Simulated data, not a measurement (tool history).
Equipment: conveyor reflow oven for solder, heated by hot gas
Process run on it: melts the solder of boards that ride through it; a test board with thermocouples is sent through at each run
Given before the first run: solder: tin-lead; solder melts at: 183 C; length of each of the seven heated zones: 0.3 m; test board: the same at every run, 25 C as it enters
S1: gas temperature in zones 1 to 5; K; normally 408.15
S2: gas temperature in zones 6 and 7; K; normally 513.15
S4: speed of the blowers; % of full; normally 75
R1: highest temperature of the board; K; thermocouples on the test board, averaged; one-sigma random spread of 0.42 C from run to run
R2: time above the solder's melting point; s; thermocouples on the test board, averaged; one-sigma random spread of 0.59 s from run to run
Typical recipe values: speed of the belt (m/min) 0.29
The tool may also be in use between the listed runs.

run 1 day=0 | S1=408.15 S2=513.15 speed_of_the_belt_(m/min)=0.29 S4=75 | R1=495.45 R2=97.1
run 2 day=0.629 | S1=408.15 S2=513.15 speed_of_the_belt_(m/min)=0.29 S4=58 | R1=491.65 R2=93.1
run 3 day=1.138 | S1=414.15 S2=513.15 speed_of_the_belt_(m/min)=0.29 S4=58 | R1=493.65 R2=98.3
run 4 day=1.788 | S1=414.15 S2=513.15 speed_of_the_belt_(m/min)=0.29 S4=58 | R1=493.75 R2=97
run 5 day=2.596 | S1=414.15 S2=513.15 speed_of_the_belt_(m/min)=0.29 S4=58 | R1=494.25 R2=98.4
run 6 day=2.979 | S1=417.15 S2=513.15 speed_of_the_belt_(m/min)=0.29 S4=75 | R1=496.95 R2=104.7
run 7 day=3.671 | S1=417.15 S2=513.15 speed_of_the_belt_(m/min)=0.29 S4=75 | R1=497.35 R2=102.9
run 8 day=4.188 | S1=417.15 S2=513.15 speed_of_the_belt_(m/min)=0.29 S4=75 | R1=496.45 R2=103.9
run 9 day=4.904 | S1=417.15 S2=513.15 speed_of_the_belt_(m/min)=0.29 S4=75 | R1=497.15 R2=104.1
run 10 day=5.346 | S1=396.15 S2=513.15 speed_of_the_belt_(m/min)=0.29 S4=75 | R1=493.05 R2=88.2
run 11 day=5.975 | S1=396.15 S2=513.15 speed_of_the_belt_(m/min)=0.29 S4=75 | R1=493.05 R2=86.6
run 12 day=6.712 | S1=396.15 S2=513.15 speed_of_the_belt_(m/min)=0.29 S4=75 | R1=493.25 R2=88
run 13 day=7.208 | S1=408.15 S2=513.15 speed_of_the_belt_(m/min)=0.251 S4=75 | R1=500.35 R2=117
run 14 day=7.838 | S1=402.15 S2=507.15 speed_of_the_belt_(m/min)=0.29 S4=75 | R1=489.05 R2=85.1
run 15 day=8.688 | S1=408.15 S2=527.15 speed_of_the_belt_(m/min)=0.296 S4=75 | R1=505.95 R2=106.1
run 16 day=9.104 | S1=408.15 S2=527.15 speed_of_the_belt_(m/min)=0.296 S4=75 | R1=505.35 R2=104.2
run 17 day=9.908 | S1=408.15 S2=527.15 speed_of_the_belt_(m/min)=0.296 S4=75 | R1=505.95 R2=105.1
run 18 day=10.308 | S1=407.15 S2=508.15 speed_of_the_belt_(m/min)=0.317 S4=67 | R1=485.25 R2=73.4
run 19 day=10.871 | S1=407.15 S2=508.15 speed_of_the_belt_(m/min)=0.317 S4=67 | R1=485.65 R2=74.5
run 20 day=11.417 | S1=407.15 S2=508.15 speed_of_the_belt_(m/min)=0.317 S4=67 | R1=485.65 R2=74.1
run 21 day=12.088 | S1=400.15 S2=522.15 speed_of_the_belt_(m/min)=0.255 S4=60 | R1=503.65 R2=115.4
run 22 day=12.762 | S1=408.15 S2=507.15 speed_of_the_belt_(m/min)=0.274 S4=75 | R1=490.65 R2=96.8
run 23 day=13.629 | S1=418.15 S2=507.15 speed_of_the_belt_(m/min)=0.274 S4=51 | R1=488.45 R2=99.2
run 24 day=14.333 | S1=415.15 S2=507.15 speed_of_the_belt_(m/min)=0.287 S4=51 | R1=486.45 R2=90.1

Forecast run 25:
run 25 day=14.9 | S1=420.15 S2=507.15 speed_of_the_belt_(m/min)=0.287 S4=57 | R1=? R2=?

R1: 488.95 K
R2: 96.8 s
Had the tool carried no hidden state, the very same run would have given R1 491.35 K, R2 100.9 s.
